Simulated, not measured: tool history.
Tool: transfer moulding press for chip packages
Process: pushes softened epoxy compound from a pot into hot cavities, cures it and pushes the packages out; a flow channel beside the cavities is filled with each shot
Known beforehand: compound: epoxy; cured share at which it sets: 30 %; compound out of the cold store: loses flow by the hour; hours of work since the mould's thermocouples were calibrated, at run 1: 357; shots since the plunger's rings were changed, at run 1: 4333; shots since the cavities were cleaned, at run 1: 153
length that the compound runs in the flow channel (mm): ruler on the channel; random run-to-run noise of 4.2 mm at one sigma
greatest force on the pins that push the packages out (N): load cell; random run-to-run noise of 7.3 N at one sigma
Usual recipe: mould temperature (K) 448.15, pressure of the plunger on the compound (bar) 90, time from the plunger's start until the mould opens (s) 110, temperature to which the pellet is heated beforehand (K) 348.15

| run | hour | mould temperature (K) | pressure of the plunger on the compound (bar) | time from the plunger's start until the mould opens (s) | temperature to which the pellet is heated beforehand (K) | hours of work since the mould's thermocouples were calibrated | shots since the plunger's rings were changed | shots since the cavities were cleaned | incoming compound's hours out of the cold store | length that the compound runs in the flow channel (mm) | greatest force on the pins that push the packages out (N) |
|---|---|---|---|---|---|---|---|---|---|---|---|
| 1 | 0 | 448.15 | 90 | 110 | 348.15 | 357 | 4333 | 153 | 9.6 | 712 | 358 |
| 2 | 9.8 | 448.15 | 90 | 110 | 354.15 | 362 | 4424 | 244 | 32.9 | 649 | 392 |
| 3 | 27.2 | 448.15 | 90 | 110 | 354.15 | 371 | 4587 | 407 | 42 | 634 | 445 |
| 4 | 43.7 | 448.15 | 90 | 149 | 348.15 | 380 | 4741 | 561 | 46 | 625 | 437 |
| 5 | 53.8 | 448.15 | 90 | 149 | 348.15 | 385 | 4835 | 655 | 11.3 | 704 | 461 |
|  | 56.7 | cavities cleaned with cleaning compound and waxed |
| 6 | 71.6 | 448.15 | 90 | 149 | 348.15 | 393 | 4986 | 138 | 40.9 | 623 | 551 |
| 7 | 80.4 | 448.15 | 90 | 110 | 348.15 | 398 | 5069 | 221 | 20.3 | 680 | 628 |
| 8 | 95 | 448.15 | 90 | 110 | 352.15 | 405 | 5204 | 356 | 13.6 | 695 | 633 |
| 9 | 111.7 | 448.15 | 90 | 110 | 352.15 | 414 | 5360 | 512 | 32.8 | 645 | 646 |
| 10 | 119 | 447.15 | 90 | 110 | 348.15 | 417 | 5429 | 581 | 33.4 | 642 | 653 |
|  | 128.4 | cavities cleaned with cleaning compound and waxed, once more |
| 11 | 136.4 | 447.15 | 90 | 110 | 348.15 | 425 | 5576 | 74 | 40 | 631 | 340 |
| 12 | 148.3 | 447.15 | 90 | 110 | 348.15 | 432 | 5687 | 185 | 9.2 | 700 | 384 |
| 13 | 164.8 | 446.15 | 83 | 114 | 349.15 | 440 | 5842 | 340 | 37.6 | 609 | 442 |
| 14 | 175.6 | 447.15 | 83 | 136 | 358.15 | 446 | 5942 | 440 | 20.4 | 655 | 424 |
| 15 | 188.2 | 444.15 | 90 | 130 | 348.15 | 452 | 6059 | 557 | 19.9 | 679 | 473 |
|  | 201 | cavities cleaned with cleaning compound and waxed |
| 16 | 202.4 | 446.15 | 87.5 | 130 | 348.15 | 458 | 6178 | 13 | 9.7 | 689 | 283 |
|  | 208.4 | plunger's sealing rings changed |
| 17 | 221.7 | 448.15 | 90 | 107 | 348.15 | 467 | 124 | 169 | 18.3 | 725 | 373 |
| 18 | 230.9 | 448.15 | 90 | 107 | 348.15 | 472 | 210 | 255 | 19 | 714 | 416 |
| 19 | 248 | 448.15 | 90 | 107 | 348.15 | 481 | 370 | 415 | 9.3 | 739 | 482 |
| 20 | 255.9 | 453.15 | 71.8 | 120 | 348.15 | 485 | 443 | 488 | 34.7 | 587 | 425 |
| 21 | 265.4 | 453.15 | 71.8 | 120 | 348.15 | 489 | 532 | 577 | 26.9 | 605 | 444 |

For each entry between runs, how does the tool's hidden state at the last listed run before it compare with that at the first listed run after it?
Between runs 5 and 6: cavities cleaned with cleaning compound and waxed (hour 56.7)
  true mould temperature over the reading, C: 1.36 -> 1.38; pressure that reaches the compound, % of what is set: 90.52 -> 90.22; grip of the stained cavities, % over clean ones': 74.9 -> 109.4
  measured result minus the result with no hidden state, length that the compound runs in the flow channel (mm): -40 -> -37; greatest force on the pins that push the packages out (N): +196 -> +287
Between runs 10 and 11: cavities cleaned with cleaning compound and waxed, once more (hour 128.4)
  true mould temperature over the reading, C: 1.44 -> 1.46; pressure that reaches the compound, % of what is set: 89.34 -> 89.04; grip of the stained cavities, % over clean ones': 119.6 -> 12.8
  measured result minus the result with no hidden state, length that the compound runs in the flow channel (mm): -40 -> -41; greatest force on the pins that push the packages out (N): +340 -> +21
Between runs 15 and 16: cavities cleaned with cleaning compound and waxed (hour 201)
  true mould temperature over the reading, C: 1.52 -> 1.54; pressure that reaches the compound, % of what is set: 88.13 -> 87.9; grip of the stained cavities, % over clean ones': 69.1 -> 2.6
  measured result minus the result with no hidden state, length that the compound runs in the flow channel (mm): -49 -> -50; greatest force on the pins that push the packages out (N): +183 -> -3
Between runs 16 and 17: plunger's sealing rings changed (hour 208.4)
  true mould temperature over the reading, C: 1.54 -> 1.56; pressure that reaches the compound, % of what is set: 87.9 -> 99.75; grip of the stained cavities, % over clean ones': 2.6 -> 27.3
  measured result minus the result with no hidden state, length that the compound runs in the flow channel (mm): -50 -> -5; greatest force on the pins that push the packages out (N): -3 -> +61
